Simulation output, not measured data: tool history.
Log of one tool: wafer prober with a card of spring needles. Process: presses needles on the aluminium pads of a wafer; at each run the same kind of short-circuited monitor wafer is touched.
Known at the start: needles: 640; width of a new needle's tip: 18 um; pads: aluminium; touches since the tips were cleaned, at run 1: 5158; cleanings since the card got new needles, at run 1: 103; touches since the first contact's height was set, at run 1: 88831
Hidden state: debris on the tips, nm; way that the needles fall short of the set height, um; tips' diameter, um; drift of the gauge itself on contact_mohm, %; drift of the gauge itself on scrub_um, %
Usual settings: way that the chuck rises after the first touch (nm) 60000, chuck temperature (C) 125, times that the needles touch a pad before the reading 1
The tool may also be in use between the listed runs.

| run | day | way that the chuck rises after the first touch (nm) | chuck temperature (C) | times that the needles touch a pad before the reading | touches since the tips were cleaned | cleanings since the card got new needles | touches since the first contact's height was set | resistance of one needle with its contact and lead (mohm) | way that a needle slides on the pad (nm) |
|---|---|---|---|---|---|---|---|---|---|
| 1 | 0 | 60000 | 125 | 1 | 5158 | 103 | 88831 | 270 | 11500 |
|  | 0.508 | tips cleaned on abrasive film |
|  | 1.633 | tips cleaned on abrasive film |
|  | 2.475 | height of the first contact set anew |
|  | 2.708 | tips cleaned on abrasive film |
| 2 | 2.758 | 60000 | 125 | 1 | 464 | 106 | 2609 | 262 | 11550 |
|  | 3.754 | tips cleaned on abrasive film |
|  | 4.804 | tips cleaned on abrasive film |
| 3 | 5.321 | 48000 | 125 | 1 | 4852 | 108 | 26537 | 271 | 9240 |
|  | 5.892 | tips cleaned on abrasive film |
|  | 6.842 | tips cleaned on abrasive film |
| 4 | 7.529 | 48000 | 125 | 1 | 6420 | 110 | 47140 | 273 | 9290 |
|  | 7.833 | tips cleaned on abrasive film |
|  | 8.767 | tips cleaned on abrasive film |
| 5 | 9.617 | 48000 | 125 | 2 | 7978 | 112 | 66629 | 266 | 9290 |
|  | 9.829 | tips cleaned on abrasive film |
|  | 10.758 | tips cleaned on abrasive film |
| 6 | 11.462 | 60000 | 125 | 1 | 6620 | 114 | 83831 | 265 | 11540 |
|  | 11.775 | tips cleaned on abrasive film |
|  | 12.917 | tips cleaned on abrasive film |
|  | 13.858 | tips cleaned on abrasive film |
| 7 | 13.954 | 60000 | 125 | 1 | 881 | 117 | 107039 | 264 | 11590 |
|  | 14.504 | height of the first contact set anew |
|  | 14.888 | tips cleaned on abrasive film |
|  | 15.829 | tips cleaned on abrasive film |
| 8 | 16.55 | 60000 | 41 | 1 | 6781 | 119 | 19101 | 242 | 11580 |
|  | 16.962 | tips cleaned on abrasive film |
|  | 18.088 | tips cleaned on abrasive film |
|  | 19.062 | tips cleaned on abrasive film |
| 9 | 19.062 | 60000 | 41 | 1 | 0 | 122 | 42498 | 240 | 11550 |
|  | 20.192 | tips cleaned on abrasive film |
| 10 | 20.375 | 60000 | 125 | 2 | 1739 | 123 | 54755 | 264 | 11570 |
|  | 21.142 | tips cleaned on abrasive film |
|  | 22.233 | tips cleaned on abrasive film |
| 11 | 22.912 | 60000 | 125 | 2 | 6331 | 125 | 78423 | 262 | 11600 |
|  | 23.188 | tips cleaned on abrasive film |
|  | 24.125 | tips cleaned on abrasive film |
|  | 25.1 | tips cleaned on abrasive film |
| 12 | 25.188 | 45000 | 125 | 1 | 800 | 128 | 99623 | 274 | 8710 |
|  | 26.042 | tips cleaned on abrasive film |
|  | 26.438 | height of the first contact set anew |
|  | 27.196 | tips cleaned on abrasive film |
| 13 | 27.6 | 45000 | 125 | 1 | 3775 | 130 | 10842 | 274 | 8650 |
|  | 28.154 | tips cleaned on abrasive film |
|  | 29.167 | tips cleaned on abrasive film |
| 14 | 29.167 | 45000 | 125 | 1 | 0 | 132 | 25469 | 275 | 8690 |
|  | 30.104 | tips cleaned on abrasive film |
| 15 | 30.533 | 41000 | 63 | 1 | 4026 | 133 | 38212 | 260 | 7880 |
|  | 31.088 | tips cleaned on abrasive film |
|  | 32.033 | tips cleaned on abrasive film |
|  | 32.954 | tips cleaned on abrasive film |
| 16 | 33.012 | 41000 | 63 | 1 | 523 | 136 | 61307 | 256 | 7910 |
|  | 33.917 | tips cleaned on abrasive film |
|  | 35.058 | tips cleaned on abrasive film |
| 17 | 35.533 | 43000 | 43 | 2 | 4473 | 138 | 84854 | 249 | 8310 |
|  | 36.029 | tips cleaned on abrasive film |
|  | 37.067 | tips cleaned on abrasive film |
| 18 | 37.554 | 64000 | 28 | 2 | 4565 | 140 | 103695 | 235 | 12360 |
|  | 38.083 | tips cleaned on abrasive film |
|  | 38.5 | height of the first contact set anew |
|  | 39.071 | tips cleaned on abrasive film |
| 19 | 39.262 | 61000 | 81 | 3 | 1791 | 142 | 7115 | 250 | 11730 |
|  | 40.117 | tips cleaned on abrasive film |
| 20 | 40.45 | 61000 | 81 | 3 | 3137 | 143 | 18211 | 250 | 11800 |
|  | 41.146 | tips cleaned on abrasive film |
|  | 42.133 | tips cleaned on abrasive film |
| 21 | 42.412 | 61000 | 81 | 3 | 2593 | 145 | 36498 | 253 | 11720 |
|  | 43.058 | tips cleaned on abrasive film |
| 22 | 43.588 | 60000 | 106 | 2 | 4950 | 146 | 47474 | 258 | 11530 |
|  | 44.021 | tips cleaned on abrasive film |
|  | 44.975 | tips cleaned on abrasive film |
|  | 45.917 | tips cleaned on abrasive film |
| 23 | 45.975 | 60000 | 106 | 2 | 520 | 149 | 69696 | 260 | 11540 |
|  | 46.862 | tips cleaned on abrasive film |
| 24 | 47.404 | 59000 | 118 | 1 | 5076 | 150 | 83060 | 265 | 11390 |
|  | 47.929 | tips cleaned on abrasive film |
|  | 48.871 | tips cleaned on abrasive film |
|  | 49.808 | tips cleaned on abrasive film |
| 25 | 49.808 | 59000 | 118 | 3 | 0 | 153 | 105468 | 262 | 11380 |
|  | 50.425 | height of the first contact set anew |
|  | 50.758 | tips cleaned on abrasive film |
|  | 51.758 | tips cleaned on abrasive film |
| 26 | 52.075 | 59000 | 118 | 3 | 2947 | 155 | 15386 | 264 | 11400 |
|  | 52.775 | tips cleaned on abrasive film |
|  | 53.7 | tips cleaned on abrasive film |
| 27 | 53.792 | 55000 | 125 | 1 | 876 | 157 | 31411 | 263 | 10570 |
|  | 54.817 | tips cleaned on abrasive film |
|  | 55.912 | tips cleaned on abrasive film |
| 28 | 56.133 | 55000 | 43 | 1 | 2080 | 159 | 53257 | 241 | 10620 |

Forecast each of these 5 alternatives for the next run:
|  | 56.871 | tips cleaned on abrasive film |
| A | 57.679 | 64000 | 43 | 2 | 7578 | 160 | 67683 | ? | ? |
|  | 56.871 | tips cleaned on abrasive film |
| B | 57.679 | 44000 | 29 | 2 | 7578 | 160 | 67683 | ? | ? |
|  | 56.871 | tips cleaned on abrasive film |
| C | 57.679 | 52000 | 43 | 1 | 7578 | 160 | 67683 | ? | ? |
|  | 56.871 | tips cleaned on abrasive film |
| D | 57.679 | 52000 | 125 | 2 | 7578 | 160 | 67683 | ? | ? |
|  | 56.871 | tips cleaned on abrasive film |
| E | 57.679 | 60000 | 90 | 2 | 7578 | 160 | 67683 | ? | ? |

| run | resistance of one needle with its contact and lead (mohm) | way that a needle slides on the pad (nm) |
|---|---|---|
| A | 242 | 12340 |
| B | 246 | 8480 |
| C | 246 | 10030 |
| D | 270 | 10020 |
| E | 256 | 11540 |
Without the tool's hidden state the same runs would have given:
| run | resistance of one needle with its contact and lead (mohm) | way that a needle slides on the pad (nm) |
|---|---|---|
| A | 242 | 12340 |
| B | 245 | 8480 |
| C | 245 | 10040 |
| D | 270 | 10020 |
| E | 255 | 11540 |
